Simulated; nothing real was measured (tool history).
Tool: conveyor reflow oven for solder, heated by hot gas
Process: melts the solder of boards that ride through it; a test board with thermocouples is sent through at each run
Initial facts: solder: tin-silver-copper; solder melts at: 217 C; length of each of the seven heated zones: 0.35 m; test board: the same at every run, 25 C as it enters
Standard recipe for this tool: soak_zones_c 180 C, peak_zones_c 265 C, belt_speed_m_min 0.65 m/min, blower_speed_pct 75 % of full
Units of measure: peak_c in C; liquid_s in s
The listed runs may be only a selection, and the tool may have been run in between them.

run     day  soak_zones_c  peak_zones_c  belt_speed_m_min  blower_speed_pct  peak_c  liquid_s
  1       0           180           265              0.65                75   249.7      48.5
  2   1.871           180           265              0.65                75   249.7      48.4
  3   4.996           180           265              0.65                75   249.6      48.5
  4   8.046           180           265             0.631                75   250.3      50.6
  5  12.004           180           265              0.65                79   250.3      48.9
     13.358  -- flux residue cleaned out of gas plates and filters
  6  16.033           180           265              0.65                79   250.5      49.2
  7  18.267           180           265              0.65                79   250.4      49.2
  8  21.642           180           265              0.65                79   250.3      49.2
  9  24.938           180           265              0.65                79   250.9      49.2
 10  27.771           180           265              0.65                79   250.6      49.1
     29.142  -- flux residue cleaned out of gas plates and filters
 11  30.162           180           265              0.65                75   249.9      48.5
 12  32.092           180           265              0.65                75   249.9      48.6
 13  34.067           180           265              0.65                75   249.8      48.6
 14  36.329           180           265             0.601                75   252.5      54.4
 15  39.096           180           265             0.636                75   250.5      50.3
 16  41.154           178           273              0.65                75   256.1      51.3
 17  43.912           188           262             0.545                68   251.9      63.8
      44.85  -- flux residue cleaned out of gas plates and filters
 18  46.092           179           265              0.65                70   248.3        47
     47.875  -- belt drive overhauled, speed set with a stopwatch
 19  50.217           179           265              0.65                70     248      46.9
 20  53.525           180           261             0.766                83   243.6      36.5
 21  55.354           180           265              0.59                75   252.5        56
     56.458  -- thermocouples of zones 6 and 7 changed
 22  57.879           180           278              0.59                85   265.9        63
     60.758  -- flux residue cleaned out of gas plates and filters
 23  61.046           191           265             0.588                75   254.2      61.4
 24  63.346           182           278             0.614                81     264      60.3
 25  66.012           182           278             0.614                81   264.5      59.9
 26  69.688           180           279              0.65                75   261.8      54.6

3 ways to go on from here, each from the tool as it stands after run 26. What would each give?
  A  72.704           190           265             0.714                79       ?         ?
  B  72.704           170           254             0.764                75       ?         ?
  C  72.704           180           254              0.65                75       ?         ?

run  peak_c  liquid_s
  A   249.7      47.2
  B   233.6      25.3
  C   240.4      41.9
With the hidden condition removed and each run's random variation left untouched, the same runs would have given:
run  peak_c  liquid_s
  A   249.7      47.2
  B   233.7      25.3
  C   240.4      41.9
